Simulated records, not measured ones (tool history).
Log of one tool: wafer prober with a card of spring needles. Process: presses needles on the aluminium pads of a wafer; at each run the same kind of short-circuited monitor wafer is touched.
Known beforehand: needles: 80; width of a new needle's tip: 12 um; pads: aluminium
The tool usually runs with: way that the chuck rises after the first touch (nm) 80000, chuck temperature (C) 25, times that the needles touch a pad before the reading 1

| run | hour | way that the chuck rises after the first touch (nm) | chuck temperature (C) | times that the needles touch a pad before the reading | resistance of one needle with its contact and lead (mohm) | way that a needle slides on the pad (nm) |
|---|---|---|---|---|---|---|
| 1 | 0 | 80000 | 25 | 1 | 235 | 10390 |
|  | 18.2 | tips cleaned on abrasive film |
| 2 | 18.6 | 80000 | 25 | 1 | 235 | 10410 |
|  | 35.9 | tips cleaned on abrasive film |
| 3 | 43.8 | 80000 | 25 | 1 | 231 | 10440 |
|  | 54.8 | tips cleaned on abrasive film |
|  | 73.2 | tips cleaned on abrasive film |
| 4 | 77.1 | 80000 | 25 | 1 | 237 | 10460 |
|  | 92.2 | tips cleaned on abrasive film |
| 5 | 100.3 | 74000 | 25 | 1 | 236 | 9690 |
|  | 110.9 | tips cleaned on abrasive film |
|  | 128.7 | tips cleaned on abrasive film |
| 6 | 133 | 74000 | 25 | 1 | 236 | 9700 |
|  | 148 | tips cleaned on abrasive film |
| 7 | 164.9 | 74000 | 25 | 1 | 234 | 9740 |
|  | 166.8 | tips cleaned on abrasive film |
|  | 183.2 | height of the first contact set anew |
|  | 185.8 | tips cleaned on abrasive film |
| 8 | 187.5 | 74000 | 25 | 1 | 235 | 9750 |
|  | 203.2 | tips cleaned on abrasive film |
| 9 | 214.4 | 74000 | 25 | 1 | 235 | 9760 |
|  | 222.7 | tips cleaned on abrasive film |
| 10 | 230.1 | 80000 | 58 | 1 | 243 | 10570 |
|  | 241.6 | tips cleaned on abrasive film |
| 11 | 256.4 | 80000 | 58 | 1 | 241 | 10570 |
|  | 259.5 | tips cleaned on abrasive film |
|  | 277.4 | tips cleaned on abrasive film |
| 12 | 279.6 | 80000 | 58 | 2 | 240 | 10580 |
|  | 295.4 | tips cleaned on abrasive film |
| 13 | 308.2 | 80000 | 25 | 1 | 237 | 10630 |
|  | 310.1 | gauge calibrated |
|  | 312.7 | tips cleaned on abrasive film |
|  | 330.8 | tips cleaned on abrasive film |
| 14 | 338 | 80000 | 25 | 1 | 234 | 10410 |
|  | 348.4 | tips cleaned on abrasive film |
| 15 | 362.1 | 80000 | 25 | 1 | 234 | 10420 |
|  | 367 | tips cleaned on abrasive film |
|  | 384.4 | tips cleaned on abrasive film |
| 16 | 394.9 | 80000 | 25 | 3 | 237 | 10470 |
|  | 402.1 | tips cleaned on abrasive film |
| 17 | 417.9 | 97000 | 101 | 1 | 254 | 12700 |
|  | 420.9 | tips cleaned on abrasive film |
|  | 439.4 | tips cleaned on abrasive film |
|  | 439.7 | height of the first contact set anew |
| 18 | 445.6 | 97000 | 101 | 1 | 255 | 12710 |
|  | 458.4 | tips cleaned on abrasive film |
| 19 | 465.1 | 97000 | 101 | 1 | 250 | 12740 |
|  | 476.2 | tips cleaned on abrasive film |
| 20 | 487.6 | 81000 | 32 | 2 | 239 | 10640 |
|  | 495.8 | tips cleaned on abrasive film |
|  | 514.4 | tips cleaned on abrasive film |
| 21 | 516.7 | 81000 | 32 | 2 | 239 | 10680 |
|  | 532.8 | tips cleaned on abrasive film |
| 22 | 540.5 | 99000 | 36 | 2 | 238 | 13060 |
|  | 551 | tips cleaned on abrasive film |
|  | 570.7 | tips cleaned on abrasive film |
| 23 | 573 | 62000 | 27 | 1 | 237 | 8200 |
|  | 588.4 | tips cleaned on abrasive film |
| 24 | 596 | 62000 | 28 | 1 | 237 | 8220 |
|  | 606.8 | tips cleaned on abrasive film |
|  | 624.9 | tips cleaned on abrasive film |
| 25 | 626.1 | 62000 | 48 | 1 | 241 | 8230 |
|  | 643.7 | tips cleaned on abrasive film |
| 26 | 653.6 | 89000 | 67 | 1 | 243 | 11830 |
|  | 663.4 | tips cleaned on abrasive film |
| 27 | 674.4 | 76000 | 25 | 2 | 234 | 10120 |
|  | 681.3 | tips cleaned on abrasive film |
|  | 694.7 | height of the first contact set anew |
|  | 698.8 | tips cleaned on abrasive film |
| 28 | 698.8 | 78000 | 51 | 2 | 242 | 10410 |
|  | 718.1 | tips cleaned on abrasive film |
| 29 | 723.4 | 86000 | 51 | 1 | 243 | 11470 |
|  | 736.2 | tips cleaned on abrasive film |
| 30 | 750.1 | 90000 | 51 | 1 | 244 | 12040 |
|  | 753.8 | tips cleaned on abrasive film |
| 31 | 764.6 | 80000 | 83 | 2 | 250 | 10700 |

Predict each of these 3 candidate next runs independently; none follows another, all start after run 31:
|  | 772.8 | tips cleaned on abrasive film |
|  | 791.1 | tips cleaned on abrasive film |
| A | 796.1 | 80000 | 42 | 1 | ? | ? |
|  | 772.8 | tips cleaned on abrasive film |
|  | 791.1 | tips cleaned on abrasive film |
| B | 796.1 | 66000 | 88 | 2 | ? | ? |
|  | 772.8 | tips cleaned on abrasive film |
|  | 791.1 | tips cleaned on abrasive film |
| C | 796.1 | 60000 | 83 | 2 | ? | ? |

| run | resistance of one needle with its contact and lead (mohm) | way that a needle slides on the pad (nm) |
|---|---|---|
| A | 239 | 10730 |
| B | 251 | 8860 |
| C | 254 | 8040 |
With no hidden state in the tool, these same runs would have given:
| run | resistance of one needle with its contact and lead (mohm) | way that a needle slides on the pad (nm) |
|---|---|---|
| A | 239 | 10400 |
| B | 251 | 8590 |
| C | 253 | 7790 |
